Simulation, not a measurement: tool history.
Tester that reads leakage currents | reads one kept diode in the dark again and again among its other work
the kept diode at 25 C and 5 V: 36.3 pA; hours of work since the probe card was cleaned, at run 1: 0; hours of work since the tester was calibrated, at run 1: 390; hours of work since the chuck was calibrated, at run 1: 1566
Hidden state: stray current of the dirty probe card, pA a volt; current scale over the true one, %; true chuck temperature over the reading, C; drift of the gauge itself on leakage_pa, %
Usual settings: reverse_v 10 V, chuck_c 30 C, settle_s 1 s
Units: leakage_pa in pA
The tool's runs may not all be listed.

| run | hour | reverse_v | chuck_c | settle_s | hours of work since the probe card was cleaned | hours of work since the tester was calibrated | hours of work since the chuck was calibrated | leakage_pa |
|---|---|---|---|---|---|---|---|---|
| 1 | 0 | 10 | 30 | 1 | 0 | 390 | 1566 | 81.97 |
| 2 | 124.1 | 10 | 30 | 1 | 66 | 457 | 1633 | 83.5 |
|  | 293.6 | chuck's temperature calibrated |
| 3 | 388.9 | 10 | 30 | 1 | 207 | 597 | 51 | 76.23 |
| 4 | 607.8 | 10 | 56 | 1 | 324 | 715 | 168 | 410.43 |
| 5 | 873.5 | 10 | 38 | 1 | 466 | 857 | 310 | 136.15 |
| 6 | 1020 | 10 | 30 | 1 | 545 | 935 | 389 | 81.95 |
| 7 | 1166.4 | 10 | 30 | 1 | 623 | 1014 | 467 | 83.2 |
| 8 | 1321.1 | 10 | 30 | 1 | 706 | 1096 | 550 | 84.7 |
| 9 | 1486.1 | 10 | 30 | 1 | 794 | 1185 | 638 | 86.09 |
| 10 | 1628.1 | 10 | 30 | 1 | 870 | 1261 | 714 | 87.66 |
| 11 | 1819.4 | 10 | 30 | 1 | 973 | 1363 | 816 | 89.12 |
| 12 | 1973.9 | 2.9 | 30 | 1 | 1055 | 1446 | 899 | 46.54 |
| 13 | 2190.3 | 2.9 | 30 | 1 | 1171 | 1561 | 1015 | 47.44 |
| 14 | 2435.3 | 1.8 | 48 | 9.75 | 1302 | 1693 | 1146 | 117.33 |
| 15 | 2611.7 | 1.9 | 52 | 9.75 | 1396 | 1787 | 1240 | 154.1 |
| 16 | 2786.4 | 1.9 | 52 | 9.75 | 1490 | 1880 | 1334 | 155.61 |
| 17 | 3034.5 | 9.9 | 46 | 0.4 | 1623 | 2013 | 1467 | 256.4 |
| 18 | 3221.3 | 1.9 | 31 | 0.4 | 1723 | 2113 | 1567 | 43.31 |
| 19 | 3376.3 | 15.8 | 43 | 1.97 | 1806 | 2196 | 1650 | 280.3 |
|  | 3527.3 | chuck's temperature calibrated |
| 20 | 3581.2 | 15.8 | 43 | 1.97 | 1914 | 2305 | 29 | 260.8 |
| 21 | 3771.3 | 15.8 | 43 | 1.97 | 2016 | 2406 | 131 | 265.31 |
| 22 | 4025.2 | 15.8 | 34 | 6.42 | 2152 | 2542 | 266 | 166.35 |
| 23 | 4236.3 | 15.8 | 34 | 6.42 | 2265 | 2655 | 379 | 169.54 |

Forecast each of these 5 alternatives for the next run:
|  | 4260.5 | probe card cleaned and baked |
| A | 4504.8 | 10.8 | 30 | 6.26 | 131 | 2797 | 521 | ? |
|  | 4260.5 | probe card cleaned and baked |
| B | 4504.8 | 15.8 | 33 | 6.42 | 131 | 2797 | 521 | ? |
|  | 4260.5 | probe card cleaned and baked |
| C | 4504.8 | 2 | 50 | 3.77 | 131 | 2797 | 521 | ? |
|  | 4260.5 | probe card cleaned and baked |
| D | 4504.8 | 8.3 | 24 | 6.42 | 131 | 2797 | 521 | ? |
|  | 4260.5 | probe card cleaned and baked |
| E | 4504.8 | 2.6 | 34 | 6.42 | 131 | 2797 | 521 | ? |

| run | leakage_pa |
|---|---|
| A | 81.62 |
| B | 121.37 |
| C | 133.38 |
| D | 46.92 |
| E | 52.98 |
Without the tool's hidden state the same runs would have given:
| run | leakage_pa |
|---|---|
| A | 76.09 |
| B | 113.24 |
| C | 127.4 |
| D | 43.34 |
| E | 50.14 |
